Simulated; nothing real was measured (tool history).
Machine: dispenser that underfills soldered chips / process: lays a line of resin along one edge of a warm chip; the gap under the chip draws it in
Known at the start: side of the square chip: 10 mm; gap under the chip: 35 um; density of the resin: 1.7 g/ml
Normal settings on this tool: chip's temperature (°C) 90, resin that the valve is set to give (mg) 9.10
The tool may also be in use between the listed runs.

run  hour  chip's temperature (°C)  resin that the valve is set to give (mg)  time until the resin shows at the far edge (s)  resin that the valve gave (mg)
  1   0.0                       90                                      9.10                                           243.0                            8.76
      6.4  -- new syringe of resin
  2   7.6                       90                                      9.10                                           181.6                            8.69
  3  17.2                       90                                      9.10                                           287.3                            8.72
     20.5  -- new syringe of resin
  4  24.7                       90                                     10.30                                           207.2                            9.86
  5  29.3                       90                                     10.30                                           260.1                            9.85
     34.5  -- new syringe of resin
  6  36.1                       90                                      9.10                                           184.5                            8.65
  7  41.3                       90                                      9.10                                           236.0                            8.71
  8  46.0                       91                                      9.05                                           275.9                            8.62
     48.5  -- new syringe of resin
     53.2  -- dispensing valve cleaned and set on the balance
  9  56.3                       92                                      7.79                                           222.2                            7.75
 10  62.2                       92                                      7.79                                           287.3                            7.76
     63.6  -- new syringe of resin
 11  68.1                       88                                     10.74                                           233.1                           10.63
     77.4  -- new syringe of resin
 12  78.8                       93                                     10.74                                           157.1                           10.63
 13  89.1                       91                                     10.63                                           281.5                           10.51

What if the next run were any one of these 3? Each begins from the tool's condition after run 13:
     91.5  -- new syringe of resin
  A  98.3                       87                                      8.70                                               ?                               ?
     91.5  -- new syringe of resin
  B  98.3                       83                                      8.66                                               ?                               ?
     91.5  -- new syringe of resin
  C  98.3                       95                                     10.46                                               ?                               ?

run  time until the resin shows at the far edge (s)  resin that the valve gave (mg)
  A                                           277.9                            8.56
  B                                           337.7                            8.52
  C                                           187.0                           10.28
The same runs, with their run-to-run variation unchanged, on a tool lacking any hidden condition would have given:
run  time until the resin shows at the far edge (s)  resin that the valve gave (mg)
  A                                           198.0                            8.67
  B                                           240.7                            8.64
  C                                           133.5                           10.42
